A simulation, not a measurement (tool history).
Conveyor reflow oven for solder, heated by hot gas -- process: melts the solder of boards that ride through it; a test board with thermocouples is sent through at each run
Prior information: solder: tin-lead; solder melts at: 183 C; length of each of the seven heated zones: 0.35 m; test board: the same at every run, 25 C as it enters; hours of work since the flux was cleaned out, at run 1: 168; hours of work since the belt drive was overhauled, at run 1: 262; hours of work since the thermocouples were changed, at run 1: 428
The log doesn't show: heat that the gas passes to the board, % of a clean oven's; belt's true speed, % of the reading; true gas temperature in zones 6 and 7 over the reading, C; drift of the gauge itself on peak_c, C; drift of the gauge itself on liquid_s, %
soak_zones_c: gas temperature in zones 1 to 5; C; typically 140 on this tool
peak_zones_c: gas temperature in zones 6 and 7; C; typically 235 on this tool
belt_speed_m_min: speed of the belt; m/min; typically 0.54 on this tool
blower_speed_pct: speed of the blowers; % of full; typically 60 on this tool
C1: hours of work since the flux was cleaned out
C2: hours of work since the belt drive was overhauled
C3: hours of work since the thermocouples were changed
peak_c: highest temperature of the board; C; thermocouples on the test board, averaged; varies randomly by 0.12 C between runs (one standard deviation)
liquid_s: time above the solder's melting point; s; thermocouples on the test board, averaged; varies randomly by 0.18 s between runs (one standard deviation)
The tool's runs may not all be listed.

{"run": 1, "hour": 0.0, "soak_zones_c": 140, "peak_zones_c": 235, "belt_speed_m_min": 0.54, "blower_speed_pct": 60, "C1": 168, "C2": 262, "C3": 428, "peak_c": 214.7, "liquid_s": 56.2}
{"run": 2, "hour": 6.4, "soak_zones_c": 140, "peak_zones_c": 235, "belt_speed_m_min": 0.54, "blower_speed_pct": 60, "C1": 173, "C2": 267, "C3": 433, "peak_c": 214.9, "liquid_s": 56.1}
{"run": 3, "hour": 13.1, "soak_zones_c": 139, "peak_zones_c": 235, "belt_speed_m_min": 0.54, "blower_speed_pct": 60, "C1": 179, "C2": 272, "C3": 438, "peak_c": 214.2, "liquid_s": 55.4}
{"run": 4, "hour": 19.7, "soak_zones_c": 140, "peak_zones_c": 235, "belt_speed_m_min": 0.54, "blower_speed_pct": 60, "C1": 184, "C2": 277, "C3": 443, "peak_c": 214.7, "liquid_s": 56.2}
{"run": 5, "hour": 28.7, "soak_zones_c": 140, "peak_zones_c": 235, "belt_speed_m_min": 0.519, "blower_speed_pct": 60, "C1": 191, "C2": 284, "C3": 450, "peak_c": 216.1, "liquid_s": 59.8}
{"run": 6, "hour": 34.9, "soak_zones_c": 140, "peak_zones_c": 235, "belt_speed_m_min": 0.519, "blower_speed_pct": 60, "C1": 195, "C2": 289, "C3": 455, "peak_c": 216.1, "liquid_s": 59.9}
{"run": 7, "hour": 42.4, "soak_zones_c": 140, "peak_zones_c": 235, "belt_speed_m_min": 0.519, "blower_speed_pct": 60, "C1": 201, "C2": 295, "C3": 461, "peak_c": 215.8, "liquid_s": 60}
{"run": 8, "hour": 50.5, "soak_zones_c": 140, "peak_zones_c": 235, "belt_speed_m_min": 0.519, "blower_speed_pct": 60, "C1": 208, "C2": 301, "C3": 467, "peak_c": 216.1, "liquid_s": 59.8}
{"run": 9, "hour": 61.2, "soak_zones_c": 140, "peak_zones_c": 235, "belt_speed_m_min": 0.519, "blower_speed_pct": 60, "C1": 216, "C2": 310, "C3": 476, "peak_c": 216.1, "liquid_s": 59.6}
{"run": 10, "hour": 71.1, "soak_zones_c": 140, "peak_zones_c": 235, "belt_speed_m_min": 0.54, "blower_speed_pct": 60, "C1": 224, "C2": 317, "C3": 483, "peak_c": 214.5, "liquid_s": 56.1}
{"hour": 76.9, "done": "flux residue cleaned out of gas plates and filters"}
{"run": 11, "hour": 82.6, "soak_zones_c": 140, "peak_zones_c": 235, "belt_speed_m_min": 0.54, "blower_speed_pct": 60, "C1": 4, "C2": 322, "C3": 488, "peak_c": 213.3, "liquid_s": 54.7}
{"run": 12, "hour": 93.2, "soak_zones_c": 148, "peak_zones_c": 235, "belt_speed_m_min": 0.54, "blower_speed_pct": 60, "C1": 13, "C2": 331, "C3": 497, "peak_c": 215.2, "liquid_s": 60.2}
{"run": 13, "hour": 98.4, "soak_zones_c": 140, "peak_zones_c": 235, "belt_speed_m_min": 0.54, "blower_speed_pct": 60, "C1": 17, "C2": 335, "C3": 501, "peak_c": 213.4, "liquid_s": 54.6}
{"run": 14, "hour": 106.4, "soak_zones_c": 140, "peak_zones_c": 235, "belt_speed_m_min": 0.54, "blower_speed_pct": 60, "C1": 23, "C2": 341, "C3": 507, "peak_c": 213.6, "liquid_s": 54.9}
{"hour": 112.2, "done": "flux residue cleaned out of gas plates and filters, once more"}
{"run": 15, "hour": 120.1, "soak_zones_c": 140, "peak_zones_c": 235, "belt_speed_m_min": 0.54, "blower_speed_pct": 60, "C1": 6, "C2": 348, "C3": 514, "peak_c": 215.7, "liquid_s": 57.4}
{"run": 16, "hour": 127.1, "soak_zones_c": 140, "peak_zones_c": 235, "belt_speed_m_min": 0.54, "blower_speed_pct": 60, "C1": 12, "C2": 353, "C3": 519, "peak_c": 215.7, "liquid_s": 57.4}
{"run": 17, "hour": 135.0, "soak_zones_c": 140, "peak_zones_c": 241, "belt_speed_m_min": 0.491, "blower_speed_pct": 66, "C1": 18, "C2": 359, "C3": 525, "peak_c": 225.8, "liquid_s": 71.9}
{"run": 18, "hour": 140.0, "soak_zones_c": 129, "peak_zones_c": 224, "belt_speed_m_min": 0.633, "blower_speed_pct": 60, "C1": 22, "C2": 363, "C3": 529, "peak_c": 198.2, "liquid_s": 27.5}
{"run": 19, "hour": 148.8, "soak_zones_c": 140, "peak_zones_c": 230, "belt_speed_m_min": 0.54, "blower_speed_pct": 68, "C1": 28, "C2": 370, "C3": 536, "peak_c": 213.7, "liquid_s": 56}
{"run": 20, "hour": 157.8, "soak_zones_c": 127, "peak_zones_c": 235, "belt_speed_m_min": 0.552, "blower_speed_pct": 60, "C1": 35, "C2": 377, "C3": 543, "peak_c": 212.2, "liquid_s": 48.1}
{"run": 21, "hour": 166.3, "soak_zones_c": 127, "peak_zones_c": 235, "belt_speed_m_min": 0.607, "blower_speed_pct": 60, "C1": 42, "C2": 383, "C3": 549, "peak_c": 208, "liquid_s": 39.8}
{"run": 22, "hour": 172.9, "soak_zones_c": 127, "peak_zones_c": 235, "belt_speed_m_min": 0.607, "blower_speed_pct": 60, "C1": 47, "C2": 389, "C3": 555, "peak_c": 208, "liquid_s": 39.5}
{"run": 23, "hour": 177.7, "soak_zones_c": 127, "peak_zones_c": 235, "belt_speed_m_min": 0.607, "blower_speed_pct": 60, "C1": 51, "C2": 392, "C3": 558, "peak_c": 208, "liquid_s": 39.3}
{"run": 24, "hour": 187.9, "soak_zones_c": 127, "peak_zones_c": 235, "belt_speed_m_min": 0.607, "blower_speed_pct": 60, "C1": 59, "C2": 400, "C3": 566, "peak_c": 207.9, "liquid_s": 39.5}
{"run": 25, "hour": 196.1, "soak_zones_c": 126, "peak_zones_c": 230, "belt_speed_m_min": 0.65, "blower_speed_pct": 50, "C1": 65, "C2": 406, "C3": 573, "peak_c": 196.4, "liquid_s": 23.1}
{"run": 26, "hour": 203.7, "soak_zones_c": 144, "peak_zones_c": 234, "belt_speed_m_min": 0.54, "blower_speed_pct": 51, "C1": 71, "C2": 412, "C3": 578, "peak_c": 213, "liquid_s": 55.9}
{"run": 27, "hour": 213.3, "soak_zones_c": 144, "peak_zones_c": 234, "belt_speed_m_min": 0.54, "blower_speed_pct": 51, "C1": 78, "C2": 420, "C3": 586, "peak_c": 213, "liquid_s": 55.5}
{"run": 28, "hour": 222.4, "soak_zones_c": 145, "peak_zones_c": 229, "belt_speed_m_min": 0.508, "blower_speed_pct": 60, "C1": 85, "C2": 427, "C3": 593, "peak_c": 213.8, "liquid_s": 61.8}
{"run": 29, "hour": 232.1, "soak_zones_c": 145, "peak_zones_c": 229, "belt_speed_m_min": 0.508, "blower_speed_pct": 60, "C1": 93, "C2": 434, "C3": 600, "peak_c": 213.9, "liquid_s": 61.8}
{"run": 30, "hour": 239.5, "soak_zones_c": 145, "peak_zones_c": 229, "belt_speed_m_min": 0.508, "blower_speed_pct": 60, "C1": 99, "C2": 440, "C3": 606, "peak_c": 214, "liquid_s": 61.8}
{"run": 31, "hour": 244.0, "soak_zones_c": 145, "peak_zones_c": 250, "belt_speed_m_min": 0.538, "blower_speed_pct": 78, "C1": 102, "C2": 444, "C3": 610, "peak_c": 234, "liquid_s": 72.3}

Had the tool no unlogged condition, and each run kept its random variation, what would the results have been?
run=1 peak_c=214.6 liquid_s=56
run=2 peak_c=214.8 liquid_s=55.9
run=3 peak_c=214.1 liquid_s=55.3
run=4 peak_c=214.6 liquid_s=56
run=5 peak_c=216 liquid_s=59.6
run=6 peak_c=216 liquid_s=59.7
run=7 peak_c=215.8 liquid_s=59.8
run=8 peak_c=216 liquid_s=59.6
run=9 peak_c=216.1 liquid_s=59.4
run=10 peak_c=214.6 liquid_s=56
run=11 peak_c=214.4 liquid_s=55.8
run=12 peak_c=216.2 liquid_s=61.1
run=13 peak_c=214.6 liquid_s=55.7
run=14 peak_c=214.8 liquid_s=56.1
run=15 peak_c=214.4 liquid_s=55.9
run=16 peak_c=214.4 liquid_s=55.9
run=17 peak_c=224.5 liquid_s=70.5
run=18 peak_c=197 liquid_s=25.7
run=19 peak_c=212.5 liquid_s=54.5
run=20 peak_c=211 liquid_s=46.6
run=21 peak_c=206.9 liquid_s=38.3
run=22 peak_c=206.8 liquid_s=38.1
run=23 peak_c=206.9 liquid_s=37.9
run=24 peak_c=206.8 liquid_s=38.1
run=25 peak_c=195.3 liquid_s=21.5
run=26 peak_c=211.8 liquid_s=54.4
run=27 peak_c=211.9 liquid_s=54
run=28 peak_c=212.7 liquid_s=60.3
run=29 peak_c=212.8 liquid_s=60.3
run=30 peak_c=212.8 liquid_s=60.4
run=31 peak_c=232.9 liquid_s=71.2
